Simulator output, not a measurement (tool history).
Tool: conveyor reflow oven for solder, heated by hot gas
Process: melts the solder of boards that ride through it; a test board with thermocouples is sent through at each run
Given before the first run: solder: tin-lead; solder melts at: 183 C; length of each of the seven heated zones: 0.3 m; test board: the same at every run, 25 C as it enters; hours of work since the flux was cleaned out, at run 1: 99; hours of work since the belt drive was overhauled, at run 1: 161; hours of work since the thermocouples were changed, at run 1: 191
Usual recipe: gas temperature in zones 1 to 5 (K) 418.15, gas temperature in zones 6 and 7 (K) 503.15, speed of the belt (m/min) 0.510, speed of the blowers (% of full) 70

run,hour,gas temperature in zones 1 to 5 (K),gas temperature in zones 6 and 7 (K),speed of the belt (m/min),speed of the blowers (% of full),hours of work since the flux was cleaned out,hours of work since the belt drive was overhauled,hours of work since the thermocouples were changed,highest temperature of the board (K),time above the solder's melting point (s)
1,0.0,418.15,503.15,0.510,70,99,161,191,484.25,50.1
2,10.1,418.15,503.15,0.510,70,107,169,199,484.35,49.9
3,17.1,418.15,503.15,0.510,78,112,175,204,485.85,51.5
4,24.0,418.15,503.15,0.510,78,118,180,210,485.65,51.3
5,32.5,418.15,503.15,0.510,78,125,187,216,485.55,51.6
6,43.8,418.15,493.15,0.510,78,134,196,225,477.25,43.5
7,55.0,418.15,493.15,0.510,78,142,205,234,477.45,43.6
8,61.4,418.15,493.15,0.510,78,147,210,239,477.25,43.7
9,69.8,418.15,493.15,0.510,78,154,217,246,477.25,43.5
10,78.0,418.15,493.15,0.510,78,161,223,252,476.85,43.5
11,85.4,418.15,493.15,0.510,78,166,229,258,477.35,43.4
12,95.3,418.15,493.15,0.510,78,174,237,266,476.85,43.2
# hour 100.0: belt drive overhauled, speed set with a stopwatch
13,111.0,418.15,505.15,0.510,70,183,9,275,485.65,51.3
# hour 124.1: flux residue cleaned out of gas plates and filters
14,124.2,418.15,505.15,0.510,70,0,15,282,486.85,52.2
15,134.9,418.15,505.15,0.510,70,8,24,290,486.55,52.4
16,145.8,418.15,505.15,0.510,70,17,32,299,486.35,52.1
17,151.7,419.15,510.15,0.446,70,22,37,304,495.05,67.6
18,160.1,419.15,510.15,0.446,70,28,44,310,495.05,67.9
# hour 165.8: belt drive overhauled, speed set with a stopwatch, once more
19,170.3,418.15,498.15,0.510,61,33,4,315,478.45,43.7
20,178.2,418.15,498.15,0.510,61,40,10,321,478.25,43.3
21,187.8,411.15,503.15,0.510,66,47,17,329,481.85,44.7
22,195.8,418.15,498.15,0.586,74,53,24,335,476.25,35.4
23,206.6,425.15,503.15,0.510,77,62,32,344,486.85,55.0
24,216.3,425.15,503.15,0.510,77,70,40,352,486.65,54.8
25,227.9,425.15,503.15,0.510,77,79,49,361,486.55,54.8
26,237.5,421.15,500.15,0.510,60,86,57,368,480.05,46.5
27,249.4,405.15,497.15,0.490,60,96,66,378,475.35,37.5
28,261.3,418.15,502.15,0.507,89,105,76,387,486.35,52.4
29,268.8,418.15,502.15,0.507,73,111,81,393,483.65,49.7
30,275.6,418.15,510.15,0.472,58,117,87,398,489.55,58.5
31,281.2,418.15,510.15,0.472,58,121,91,403,489.65,58.2

Forecast each of these 4 alternatives for the next run:
A,286.6,407.15,500.15,0.568,70,125,96,407,?,?
B,286.6,418.15,503.15,0.569,61,125,96,407,?,?
C,286.6,432.15,510.15,0.526,57,125,96,407,?,?
D,286.6,418.15,509.15,0.459,90,125,96,407,?,?

run,highest temperature of the board (K),time above the solder's melting point (s)
A,474.65,31.3
B,477.65,37.1
C,488.85,56.9
D,495.05,65.1
Without the tool's unlogged condition, the same runs would have read:
run,highest temperature of the board (K),time above the solder's melting point (s)
A,476.25,33.1
B,479.15,38.7
C,490.25,57.9
D,496.55,66.1
